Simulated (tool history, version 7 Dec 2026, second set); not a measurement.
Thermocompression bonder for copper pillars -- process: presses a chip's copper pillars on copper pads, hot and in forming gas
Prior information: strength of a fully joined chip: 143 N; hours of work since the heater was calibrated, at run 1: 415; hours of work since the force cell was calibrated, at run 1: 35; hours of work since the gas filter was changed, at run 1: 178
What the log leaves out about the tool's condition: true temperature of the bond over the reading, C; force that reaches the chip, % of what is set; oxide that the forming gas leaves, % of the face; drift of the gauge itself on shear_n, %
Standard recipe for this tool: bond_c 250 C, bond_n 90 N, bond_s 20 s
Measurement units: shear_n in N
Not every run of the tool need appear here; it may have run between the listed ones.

| run | day | bond_c | bond_n | bond_s | hours of work since the heater was calibrated | hours of work since the force cell was calibrated | hours of work since the gas filter was changed | shear_n |
|---|---|---|---|---|---|---|---|---|
| 1 | 0.000 | 250 | 90 | 20 | 415 | 35 | 178 | 58.2 |
| 2 | 0.400 | 250 | 78 | 20 | 422 | 42 | 185 | 54.3 |
| 3 | 0.633 | 250 | 90 | 20 | 427 | 47 | 189 | 58.0 |
| 4 | 0.892 | 250 | 90 | 20 | 431 | 51 | 194 | 57.7 |
| 5 | 1.242 | 250 | 90 | 20 | 438 | 58 | 201 | 57.7 |
| 6 | 1.604 | 250 | 90 | 20 | 445 | 65 | 207 | 57.6 |
| 7 | 1.921 | 250 | 90 | 20 | 450 | 70 | 213 | 57.7 |
| 8 | 2.392 | 250 | 90 | 20 | 459 | 79 | 222 | 57.5 |
| 9 | 2.929 | 250 | 90 | 20 | 469 | 89 | 232 | 57.4 |
|  | 3.275 | forming gas filter changed |
| 10 | 3.325 | 250 | 90 | 20 | 476 | 96 | 1 | 60.8 |
| 11 | 3.625 | 250 | 90 | 20 | 481 | 101 | 6 | 60.7 |
| 12 | 4.162 | 250 | 90 | 20 | 491 | 111 | 16 | 60.5 |
| 13 | 4.579 | 250 | 90 | 20 | 499 | 119 | 24 | 60.7 |
| 14 | 5.000 | 250 | 90 | 20 | 507 | 127 | 32 | 60.3 |
|  | 5.129 | heater calibrated with a thermocouple chip |
| 15 | 5.604 | 250 | 90 | 20 | 9 | 136 | 41 | 60.8 |
| 16 | 6.146 | 250 | 90 | 20 | 19 | 146 | 51 | 60.7 |
| 17 | 6.717 | 250 | 90 | 20 | 29 | 157 | 62 | 60.7 |
|  | 6.942 | heater calibrated with a thermocouple chip, once more |
| 18 | 7.067 | 241 | 90 | 20 | 2 | 162 | 67 | 52.8 |
| 19 | 7.317 | 253 | 82 | 33 | 7 | 166 | 71 | 70.6 |
| 20 | 7.658 | 242 | 82 | 33 | 13 | 173 | 78 | 62.2 |
| 21 | 7.896 | 250 | 58 | 11 | 18 | 177 | 82 | 37.7 |
| 22 | 8.296 | 250 | 58 | 11 | 25 | 184 | 89 | 37.5 |
| 23 | 8.562 | 263 | 68 | 22 | 30 | 189 | 94 | 62.5 |
| 24 | 9.129 | 250 | 55 | 29 | 40 | 200 | 105 | 54.1 |
| 25 | 9.467 | 250 | 81 | 17 | 46 | 206 | 111 | 52.5 |
| 26 | 9.879 | 250 | 81 | 17 | 54 | 213 | 119 | 52.7 |
| 27 | 10.304 | 230 | 108 | 46 | 62 | 221 | 126 | 67.5 |
| 28 | 10.792 | 230 | 108 | 42 | 71 | 230 | 135 | 65.1 |
| 29 | 11.183 | 230 | 108 | 42 | 78 | 238 | 143 | 65.1 |
| 30 | 11.721 | 230 | 108 | 42 | 88 | 247 | 153 | 64.8 |
| 31 | 12.179 | 230 | 108 | 42 | 97 | 256 | 161 | 64.9 |
| 32 | 12.612 | 274 | 73 | 20 | 104 | 264 | 169 | 69.2 |
| 33 | 13.108 | 236 | 79 | 41 | 114 | 273 | 178 | 60.2 |

For some of the steps in shear_n from one run to the next: how much would appear even if the tool had no hidden state, given the settings, what came in and random variation, and how much remains for the hidden state plus any gauge scatter that the measured result and the result without hidden state don't share?
Run 9 -> 10: forming gas filter changed. shear_n +3.4 N: hidden state +3.3, all else +0.1.
Run 14 -> 15: heater calibrated with a thermocouple chip. shear_n +0.5 N: hidden state +0.5, all else +0.0.
Run 17 -> 18: bond_c 250 -> 241, heater calibrated with a thermocouple chip, once more. shear_n -7.9 N: hidden state -1.3, all else -6.6.
Run 18 -> 19: bond_c 241 -> 253, bond_n 90 -> 82, bond_s 20 -> 33. shear_n +17.8 N: hidden state -0.2, all else +18.0.
Run 20 -> 21: bond_c 242 -> 250, bond_n 82 -> 58, bond_s 33 -> 11. shear_n -24.5 N: hidden state +0.1, all else -24.6.
Run 22 -> 23: bond_c 250 -> 263, bond_n 58 -> 68, bond_s 11 -> 22. shear_n +25.0 N: hidden state -0.3, all else +25.3.

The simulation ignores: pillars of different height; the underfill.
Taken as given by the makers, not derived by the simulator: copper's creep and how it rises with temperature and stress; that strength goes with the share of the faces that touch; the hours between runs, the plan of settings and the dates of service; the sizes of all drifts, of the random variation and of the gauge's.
